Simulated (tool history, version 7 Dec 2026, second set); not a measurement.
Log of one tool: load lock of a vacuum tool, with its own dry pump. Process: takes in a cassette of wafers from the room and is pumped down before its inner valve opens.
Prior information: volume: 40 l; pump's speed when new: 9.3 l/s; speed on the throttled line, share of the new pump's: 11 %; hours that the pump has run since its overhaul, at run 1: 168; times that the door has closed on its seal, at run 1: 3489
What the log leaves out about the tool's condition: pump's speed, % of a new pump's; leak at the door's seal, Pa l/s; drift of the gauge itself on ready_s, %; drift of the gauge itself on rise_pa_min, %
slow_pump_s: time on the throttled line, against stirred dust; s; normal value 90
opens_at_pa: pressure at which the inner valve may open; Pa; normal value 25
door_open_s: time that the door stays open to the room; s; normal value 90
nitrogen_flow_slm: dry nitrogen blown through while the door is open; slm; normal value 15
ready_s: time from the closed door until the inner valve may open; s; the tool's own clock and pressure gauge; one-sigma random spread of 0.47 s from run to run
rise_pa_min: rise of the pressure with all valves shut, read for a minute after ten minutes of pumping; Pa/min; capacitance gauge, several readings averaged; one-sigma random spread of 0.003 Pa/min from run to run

run    hour  slow_pump_s  opens_at_pa  door_open_s  nitrogen_flow_slm  hours that the pump has run since its overhaul  times that the door has closed on its seal  incoming humidity of the room's air, %  ready_s  rise_pa_min
  1     0.0           90           25           90                 15                                             168                                        3489                                    43.9    115.5        0.085
  2   160.9          154           25           90                 15                                             329                                        4174                                    44.8    172.3        0.098
  3   315.7           90           25           90                 15                                             483                                        4833                                    44.4    115.9        0.114
  4   544.6           90           25           90                 15                                             712                                        5807                                    43.7    115.7        0.121
  5   715.9           90           25           90                 15                                             884                                        6535                                    47.2    115.8        0.142
  6   968.7           90           25           90                 15                                            1136                                        7611                                    42.6    115.8        0.170
  7  1185.7           90           25           90                 15                                            1353                                        8534                                    44.5    115.9        0.193
  8  1394.1           90           25           90                 15                                            1562                                        9421                                    47.0    116.3        0.209
  9  1571.4           90           25           31                 15                                            1739                                       10175                                    45.3    115.7        0.223
 10  1761.9           90           25           90                 15                                            1930                                       10986                                    45.2    115.7        0.253
 11  1874.7           90           25           90                 15                                            2042                                       11465                                    44.1    116.2        0.284
 12  2059.2           90           25           90                 15                                            2227                                       12251                                    45.9    116.8        0.304
 13  2176.9           90           19           90                 15                                            2345                                       12751                                    46.8    118.3        0.315
 14  2438.7           90           19           90                 15                                            2606                                       13865                                    44.3    117.6        0.352
 15  2647.9           90           19           90                 41                                            2816                                       14755                                    42.3    118.0        0.376
 16  2774.8           90           25           90                 15                                            2942                                       15295                                    46.3    116.7        0.399
 17  3043.6           90           25           90                 15                                            3211                                       16439                                    45.1    117.6        0.443
 18  3237.8           58           25          238                 15                                            3405                                       17265                                    46.7     88.9        0.494
 19  3424.2           90           44           90                 15                                            3592                                       18058                                    44.5    114.8        0.509
 20  3597.9          171           25           82                 15                                            3766                                       18797                                    44.1    189.7        0.550
 21  3782.6           76           25          110                 10                                            3950                                       19583                                    43.4    103.6        0.598
 22  3942.7           76           37           39                 10                                            4110                                       20264                                    43.6    103.8        0.623
 23  4198.6           76           37           39                 10                                            4366                                       21353                                    42.7    103.9        0.679
     4244.4  -- door's seal changed, seat wiped
 24  4356.7           83           37           39                  7                                            4523                                         478                                    44.9    109.0        0.037
 25  4610.5           62           41           36                  7                                            4777                                        1558                                    44.9     90.6        0.044
 26  4850.4           62           41           36                  7                                            5017                                        2579                                    43.1     90.2        0.065
 27  5086.2           62           21           36                 11                                            5252                                        3582                                    45.2     94.0        0.074
 28  5350.4          161           34           90                 41                                            5517                                        4706                                    42.9    181.0        0.084
 29  5528.7          163           25           98                 41                                            5695                                        5465                                    43.3    182.2        0.095
 30  5655.3          104           21           98                 41                                            5821                                        6003                                    45.6    130.2        0.108
 31  5921.4          104           21           98                 41                                            6088                                        7135                                    41.3    130.9        0.134
 32  6115.8           56           40           35                  9                                            6282                                        7963                                    47.5     85.6        0.167
 33  6351.4           90           42          163                 44                                            6518                                        8965                                    45.6    115.1        0.177

Each row is a separate what-if for the run after 33, all from the same tool condition, not one after another. Results?
  A  6529.6           78           47           93                 15                                            6696                                        9723                                    46.3        ?            ?
  B  6529.6           90           26           90                 30                                            6696                                        9723                                    43.3        ?            ?
  C  6529.6          161           25           90                 15                                            6696                                        9723                                    44.4        ?            ?
  D  6529.6           47           35          163                 44                                            6696                                        9723                                    43.5        ?            ?

run  ready_s  rise_pa_min
  A    104.7        0.210
  B    118.1        0.196
  C    180.9        0.216
  D     78.4        0.198
Had the tool no hidden state, the same runs would have come out as:
run  ready_s  rise_pa_min
  A    102.9        0.035
  B    116.2        0.021
  C    179.6        0.040
  D     76.3        0.022
